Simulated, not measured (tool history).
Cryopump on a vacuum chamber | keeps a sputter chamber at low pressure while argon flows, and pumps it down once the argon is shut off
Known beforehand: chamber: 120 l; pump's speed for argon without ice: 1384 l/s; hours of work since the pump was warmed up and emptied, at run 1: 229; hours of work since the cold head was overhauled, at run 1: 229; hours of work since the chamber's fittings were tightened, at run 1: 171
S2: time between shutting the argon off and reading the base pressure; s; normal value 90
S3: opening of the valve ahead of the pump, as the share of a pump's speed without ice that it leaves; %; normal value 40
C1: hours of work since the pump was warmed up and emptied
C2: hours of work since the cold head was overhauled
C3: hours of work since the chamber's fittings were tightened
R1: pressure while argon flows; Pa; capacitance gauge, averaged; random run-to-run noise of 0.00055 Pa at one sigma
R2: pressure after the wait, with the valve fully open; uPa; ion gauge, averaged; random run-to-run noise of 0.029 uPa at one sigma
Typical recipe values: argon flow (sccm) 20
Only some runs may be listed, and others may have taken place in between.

Run 1, hour 0: usual settings; C1 229; C2 229; C3 171. Result: R1 0.0624 Pa, R2 1.5 uPa.
Run 2, hour 20: usual settings; C1 240; C2 240; C3 182. Result: R1 0.0623 Pa, R2 1.47 uPa.
Run 3, hour 36: usual settings; C1 249; C2 249; C3 190. Result: R1 0.063 Pa, R2 1.54 uPa.
Run 4, hour 49.1: usual settings; C1 256; C2 256; C3 197. Result: R1 0.0632 Pa, R2 1.57 uPa.
Run 5, hour 62.8: usual settings; C1 263; C2 263; C3 205. Result: R1 0.0632 Pa, R2 1.6 uPa.
Run 6, hour 78.3: usual settings but argon flow (sccm) 15; C1 272; C2 272; C3 213. Result: R1 0.0479 Pa, R2 1.53 uPa.
Run 7, hour 86.8: usual settings but argon flow (sccm) 15; C1 276; C2 276; C3 218. Result: R1 0.0475 Pa, R2 1.54 uPa.
Run 8, hour 98.5: usual settings but argon flow (sccm) 23; C1 283; C2 283; C3 224. Result: R1 0.0719 Pa, R2 1.53 uPa.
Run 9, hour 118.2: usual settings; C1 293; C2 293; C3 235. Result: R1 0.0627 Pa, R2 1.52 uPa.
Run 10, hour 136.9: usual settings; C1 304; C2 304; C3 245. Result: R1 0.0629 Pa, R2 1.56 uPa.
Run 11, hour 147.7: usual settings; C1 309; C2 309; C3 251. Result: R1 0.063 Pa, R2 1.5 uPa.
Run 12, hour 166.6: usual settings; C1 320; C2 320; C3 262. Result: R1 0.064 Pa, R2 1.55 uPa.
Run 13, hour 184.8: usual settings but S3 21 %; C1 330; C2 330; C3 271. Result: R1 0.1181 Pa, R2 1.6 uPa.
Run 14, hour 200.8: usual settings; C1 338; C2 338; C3 280. Result: R1 0.0635 Pa, R2 1.58 uPa.
Run 15, hour 216.5: usual settings but argon flow (sccm) 15; C1 347; C2 347; C3 289. Result: R1 0.0478 Pa, R2 1.59 uPa.
Run 16, hour 227.7: usual settings; C1 353; C2 353; C3 295. Result: R1 0.0631 Pa, R2 1.62 uPa.
Run 17, hour 248: usual settings; C1 364; C2 364; C3 306. Result: R1 0.0638 Pa, R2 1.65 uPa.
Run 18, hour 256.6: usual settings; C1 369; C2 369; C3 311. Result: R1 0.0637 Pa, R2 1.58 uPa.
Run 19, hour 275.7: usual settings but argon flow (sccm) 14, S2 193 s, S3 37 %; C1 379; C2 379; C3 321. Result: R1 0.0475 Pa, R2 0.99 uPa.
Run 20, hour 294.1: usual settings but argon flow (sccm) 22, S3 21 %; C1 389; C2 389; C3 331. Result: R1 0.1319 Pa, R2 1.62 uPa.
Run 21, hour 309.3: usual settings but argon flow (sccm) 16, S3 20 %; C1 398; C2 398; C3 339. Result: R1 0.1007 Pa, R2 1.58 uPa.
Run 22, hour 321.7: usual settings but argon flow (sccm) 10, S2 28 s, S3 54 %; C1 404; C2 404; C3 346. Result: R1 0.0238 Pa, R2 4.24 uPa.
Run 23, hour 334.1: usual settings but argon flow (sccm) 37, S2 21 s, S3 54 %; C1 411; C2 411; C3 353. Result: R1 0.088 Pa, R2 5.58 uPa.
Run 24, hour 352.2: usual settings but argon flow (sccm) 25, S2 21 s, S3 54 %; C1 421; C2 421; C3 363. Result: R1 0.0607 Pa, R2 5.48 uPa.
Run 25, hour 366.3: usual settings but argon flow (sccm) 18, S2 165 s, S3 44 %; C1 429; C2 429; C3 370. Result: R1 0.0528 Pa, R2 1.09 uPa.
Run 26, hour 385.5: usual settings but argon flow (sccm) 18, S2 165 s, S3 44 %; C1 439; C2 439; C3 381. Result: R1 0.0525 Pa, R2 1.14 uPa.
Run 27, hour 403.4: usual settings but argon flow (sccm) 12, S2 171 s, S3 25 %; C1 449; C2 449; C3 391. Result: R1 0.0607 Pa, R2 1.1 uPa.
Run 28, hour 418.5: usual settings but argon flow (sccm) 12, S2 171 s, S3 25 %; C1 457; C2 457; C3 399. Result: R1 0.0604 Pa, R2 1.1 uPa.
Run 29, hour 428.1: usual settings but argon flow (sccm) 17, S2 40 s, S3 39 %; C1 462; C2 462; C3 404. Result: R1 0.0567 Pa, R2 3.11 uPa.
Run 30, hour 441.8: usual settings but argon flow (sccm) 24, S2 40 s, S3 35 %; C1 470; C2 470; C3 411. Result: R1 0.088 Pa, R2 3.13 uPa.
Run 31, hour 454.1: usual settings but argon flow (sccm) 11, S2 23 s; C1 476; C2 476; C3 418. Result: R1 0.0345 Pa, R2 5.12 uPa.
Run 32, hour 473.8: usual settings but argon flow (sccm) 36, S2 147 s; C1 487; C2 487; C3 429. Result: R1 0.1156 Pa, R2 1.19 uPa.
Run 33, hour 493: usual settings but argon flow (sccm) 9, S2 32 s; C1 498; C2 498; C3 439. Result: R1 0.0286 Pa, R2 3.78 uPa.
Run 34, hour 505.1: usual settings but S3 42 %; C1 504; C2 504; C3 446. Result: R1 0.0606 Pa, R2 1.7 uPa.

Predict each of these 3 candidate next runs independently; none follows another, all start after run 34:
Run A, hour 519.1: usual settings but argon flow (sccm) 32, S3 46 %; C1 512; C2 512; C3 454. Result: R1 ?, R2 ?.
Run B, hour 519.1: usual settings but S2 43 s; C1 512; C2 512; C3 454. Result: R1 ?, R2 ?.
Run C, hour 519.1: usual settings but argon flow (sccm) 26, S3 16 %; C1 512; C2 512; C3 454. Result: R1 ?, R2 ?.

run      R1    R2
  A  0.0907  1.68
  B  0.0642  2.98
  C  0.2035  1.69
Take away the tool's hidden state, keep each run's random variation, and the runs would have read:
run      R1    R2
  A  0.0849  1.37
  B  0.0606  2.67
  C  0.1989  1.39
